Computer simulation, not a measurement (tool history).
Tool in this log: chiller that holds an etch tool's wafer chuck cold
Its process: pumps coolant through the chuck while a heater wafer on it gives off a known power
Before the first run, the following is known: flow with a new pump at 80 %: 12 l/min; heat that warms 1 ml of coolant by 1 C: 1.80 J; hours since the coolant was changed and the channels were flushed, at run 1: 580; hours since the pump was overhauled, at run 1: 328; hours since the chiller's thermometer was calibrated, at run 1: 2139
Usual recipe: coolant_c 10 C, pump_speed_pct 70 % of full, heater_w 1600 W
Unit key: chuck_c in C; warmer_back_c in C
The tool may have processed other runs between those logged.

run	hour	coolant_c	pump_speed_pct	heater_w	hours since the coolant was changed and the channels were flushed	hours since the pump was overhauled	hours since the chiller's thermometer was calibrated	chuck_c	warmer_back_c
1	0	10	70	1600	580	328	2139	30.1	5.26
2	16.9	10	70	2155	597	345	2156	37.3	7.06
3	41.5	10	70	2155	621	369	2181	37.7	7.07
4	59.2	10	70	1600	639	387	2199	30.2	5.2
5	94.6	10	70	1600	674	423	2234	30.2	5.25
6	113.9	10	70	1600	693	442	2253	30.4	5.16
7	145.3	10	70	1600	725	473	2285	30.3	5.25
8	176.2	10	70	2359	756	504	2316	40.3	7.71
9	197	10	70	2359	777	525	2336	40.1	7.73
10	216.6	10	74	1799	796	545	2356	31.7	5.55
11	232.7	10	74	1799	812	561	2372	31.9	5.57
12	251.5	10	74	1799	831	579	2391	31.8	5.57
13	272.9	10	78	937	852	601	2412	20.4	2.73
14	300.7	13	73	1600	880	629	2440	32.5	5.03
15	327.8	13	73	1600	907	656	2467	32.6	5.05
16	359.6	13	73	1600	939	688	2499	32.7	5.06
17	392.2	2	71	1112	972	720	2532	16.1	3.67
18	409.3	12	65	1688	989	737	2549	35.3	6.04

Below are 4 alternative next runs, each starting from the tool's condition after run 18. Predict each:
A	428.9	13	77	846	1008	757	2568	?	?
B	428.9	10	92	1600	1008	757	2568	?	?
C	428.9	18	65	2143	1008	757	2568	?	?
D	428.9	15	70	1914	1008	757	2568	?	?

run	chuck_c	warmer_back_c
A	22.5	2.51
B	25.8	3.9
C	48.1	7.71
D	39.8	6.3
Stripped of hidden state, with their random variation kept, the same runs would have yielded:
run	chuck_c	warmer_back_c
A	22.5	2.47
B	25.5	3.82
C	47	7.56
D	39.1	6.18
